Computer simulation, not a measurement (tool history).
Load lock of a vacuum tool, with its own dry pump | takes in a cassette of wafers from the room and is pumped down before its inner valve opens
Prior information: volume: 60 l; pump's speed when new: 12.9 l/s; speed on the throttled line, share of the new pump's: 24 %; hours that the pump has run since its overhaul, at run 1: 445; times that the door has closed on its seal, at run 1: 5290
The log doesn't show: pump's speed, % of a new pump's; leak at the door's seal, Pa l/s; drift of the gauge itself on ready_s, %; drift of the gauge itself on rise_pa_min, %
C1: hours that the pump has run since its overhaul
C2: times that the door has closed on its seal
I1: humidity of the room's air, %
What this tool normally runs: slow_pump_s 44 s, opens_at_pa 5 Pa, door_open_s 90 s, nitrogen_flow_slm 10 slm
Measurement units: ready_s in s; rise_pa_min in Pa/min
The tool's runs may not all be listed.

run 1 hour=0 | slow_pump_s=44 opens_at_pa=5 door_open_s=90 nitrogen_flow_slm=10 | C1=445 C2=5290 | I1=45.9 | ready_s=81 rise_pa_min=0.06
run 2 hour=67.1 | slow_pump_s=44 opens_at_pa=5 door_open_s=90 nitrogen_flow_slm=12 | C1=512 C2=5563 | I1=47.6 | ready_s=80.7 rise_pa_min=0.07
run 3 hour=121.5 | slow_pump_s=44 opens_at_pa=5 door_open_s=146 nitrogen_flow_slm=12 | C1=567 C2=5785 | I1=46.5 | ready_s=80.9 rise_pa_min=0.081
run 4 hour=204 | slow_pump_s=44 opens_at_pa=5 door_open_s=146 nitrogen_flow_slm=12 | C1=649 C2=6121 | I1=45.4 | ready_s=81 rise_pa_min=0.082
run 5 hour=274 | slow_pump_s=44 opens_at_pa=5 door_open_s=82 nitrogen_flow_slm=10 | C1=719 C2=6406 | I1=45.9 | ready_s=80.4 rise_pa_min=0.071
run 6 hour=331.2 | slow_pump_s=44 opens_at_pa=5 door_open_s=82 nitrogen_flow_slm=9 | C1=777 C2=6639 | I1=46.8 | ready_s=81.6 rise_pa_min=0.07
run 7 hour=373.7 | slow_pump_s=44 opens_at_pa=5 door_open_s=82 nitrogen_flow_slm=5 | C1=819 C2=6812 | I1=46 | ready_s=80.8 rise_pa_min=0.082
run 8 hour=421.9 | slow_pump_s=44 opens_at_pa=5 door_open_s=90 nitrogen_flow_slm=16 | C1=867 C2=7009 | I1=45.6 | ready_s=81.5 rise_pa_min=0.062
run 9 hour=495.8 | slow_pump_s=44 opens_at_pa=5 door_open_s=90 nitrogen_flow_slm=10 | C1=941 C2=7310 | I1=45.7 | ready_s=81.4 rise_pa_min=0.078
run 10 hour=571.7 | slow_pump_s=44 opens_at_pa=5 door_open_s=90 nitrogen_flow_slm=10 | C1=1017 C2=7619 | I1=44.4 | ready_s=81 rise_pa_min=0.079
run 11 hour=658.3 | slow_pump_s=22 opens_at_pa=5 door_open_s=90 nitrogen_flow_slm=10 | C1=1104 C2=7972 | I1=42.9 | ready_s=64.5 rise_pa_min=0.077
run 12 hour=702.4 | slow_pump_s=22 opens_at_pa=5 door_open_s=90 nitrogen_flow_slm=10 | C1=1148 C2=8152 | I1=43.6 | ready_s=65.4 rise_pa_min=0.076
run 13 hour=762.2 | slow_pump_s=22 opens_at_pa=5 door_open_s=90 nitrogen_flow_slm=10 | C1=1208 C2=8396 | I1=46.7 | ready_s=64.2 rise_pa_min=0.087
run 14 hour=814.9 | slow_pump_s=44 opens_at_pa=10 door_open_s=90 nitrogen_flow_slm=10 | C1=1260 C2=8610 | I1=43.2 | ready_s=77.9 rise_pa_min=0.077
run 15 hour=861.3 | slow_pump_s=44 opens_at_pa=10 door_open_s=90 nitrogen_flow_slm=10 | C1=1307 C2=8799 | I1=44 | ready_s=77.1 rise_pa_min=0.084
run 16 hour=944.1 | slow_pump_s=44 opens_at_pa=5 door_open_s=90 nitrogen_flow_slm=23 | C1=1389 C2=9137 | I1=43.7 | ready_s=81.7 rise_pa_min=0.072
run 17 hour=991.1 | slow_pump_s=44 opens_at_pa=5 door_open_s=90 nitrogen_flow_slm=10 | C1=1436 C2=9328 | I1=47.9 | ready_s=80.9 rise_pa_min=0.087
run 18 hour=1079 | slow_pump_s=44 opens_at_pa=5 door_open_s=220 nitrogen_flow_slm=10 | C1=1524 C2=9687 | I1=45.3 | ready_s=81.7 rise_pa_min=0.113
run 19 hour=1122 | slow_pump_s=44 opens_at_pa=5 door_open_s=90 nitrogen_flow_slm=10 | C1=1567 C2=9862 | I1=46.8 | ready_s=81.1 rise_pa_min=0.094
run 20 hour=1188.6 | slow_pump_s=44 opens_at_pa=5 door_open_s=90 nitrogen_flow_slm=10 | C1=1634 C2=10133 | I1=43.7 | ready_s=81.5 rise_pa_min=0.088
run 21 hour=1246.9 | slow_pump_s=44 opens_at_pa=5 door_open_s=90 nitrogen_flow_slm=10 | C1=1692 C2=10371 | I1=45.9 | ready_s=81.5 rise_pa_min=0.087
run 22 hour=1311.7 | slow_pump_s=44 opens_at_pa=5 door_open_s=90 nitrogen_flow_slm=10 | C1=1757 C2=10635 | I1=47.1 | ready_s=81.4 rise_pa_min=0.094
run 23 hour=1400.3 | slow_pump_s=44 opens_at_pa=5 door_open_s=90 nitrogen_flow_slm=10 | C1=1846 C2=10996 | I1=43.9 | ready_s=80.9 rise_pa_min=0.099
run 24 hour=1468.8 | slow_pump_s=44 opens_at_pa=5 door_open_s=90 nitrogen_flow_slm=10 | C1=1914 C2=11275 | I1=41.6 | ready_s=81.6 rise_pa_min=0.095
run 25 hour=1522.5 | slow_pump_s=36 opens_at_pa=10 door_open_s=41 nitrogen_flow_slm=18 | C1=1968 C2=11493 | I1=41.9 | ready_s=70.8 rise_pa_min=0.071
run 26 hour=1558.6 | slow_pump_s=22 opens_at_pa=5 door_open_s=90 nitrogen_flow_slm=10 | C1=2004 C2=11641 | I1=47.1 | ready_s=65.6 rise_pa_min=0.1
run 27 hour=1626.3 | slow_pump_s=52 opens_at_pa=9 door_open_s=34 nitrogen_flow_slm=5 | C1=2072 C2=11917 | I1=41.4 | ready_s=84.7 rise_pa_min=0.091
run 28 hour=1707 | slow_pump_s=48 opens_at_pa=4 door_open_s=81 nitrogen_flow_slm=30 | C1=2152 C2=12245 | I1=40.4 | ready_s=86.6 rise_pa_min=0.077
run 29 hour=1778.8 | slow_pump_s=44 opens_at_pa=5 door_open_s=90 nitrogen_flow_slm=10 | C1=2224 C2=12538 | I1=48.8 | ready_s=81.5 rise_pa_min=0.11
run 30 hour=1850.9 | slow_pump_s=35 opens_at_pa=5 door_open_s=90 nitrogen_flow_slm=10 | C1=2296 C2=12832 | I1=43.3 | ready_s=75.1 rise_pa_min=0.104
run 31 hour=1902.8 | slow_pump_s=50 opens_at_pa=4 door_open_s=93 nitrogen_flow_slm=10 | C1=2348 C2=13043 | I1=44.6 | ready_s=87.8 rise_pa_min=0.112
run 32 hour=1950 | slow_pump_s=51 opens_at_pa=9 door_open_s=90 nitrogen_flow_slm=10 | C1=2395 C2=13236 | I1=43.1 | ready_s=83.4 rise_pa_min=0.107
run 33 hour=1992.4 | slow_pump_s=38 opens_at_pa=9 door_open_s=43 nitrogen_flow_slm=29 | C1=2438 C2=13408 | I1=44.3 | ready_s=73.5 rise_pa_min=0.085
run 34 hour=2073.5 | slow_pump_s=38 opens_at_pa=4 door_open_s=43 nitrogen_flow_slm=26 | C1=2519 C2=13739 | I1=44.3 | ready_s=78.2 rise_pa_min=0.09
run 35 hour=2119.8 | slow_pump_s=44 opens_at_pa=5 door_open_s=183 nitrogen_flow_slm=5 | C1=2565 C2=13928 | I1=44.6 | ready_s=81.3 rise_pa_min=0.154

The next listed run, before its measurement:
run 36 hour=2165.5 | slow_pump_s=44 opens_at_pa=7 door_open_s=90 nitrogen_flow_slm=10 | C1=2611 C2=14114 | I1=45 | ready_s=? rise_pa_min=?

Run 36 produced ready_s 79.6 s, rise_pa_min 0.118 Pa/min.
The same run, on a tool lacking any hidden state, would have yielded ready_s 78.4 s, rise_pa_min 0.045 Pa/min.

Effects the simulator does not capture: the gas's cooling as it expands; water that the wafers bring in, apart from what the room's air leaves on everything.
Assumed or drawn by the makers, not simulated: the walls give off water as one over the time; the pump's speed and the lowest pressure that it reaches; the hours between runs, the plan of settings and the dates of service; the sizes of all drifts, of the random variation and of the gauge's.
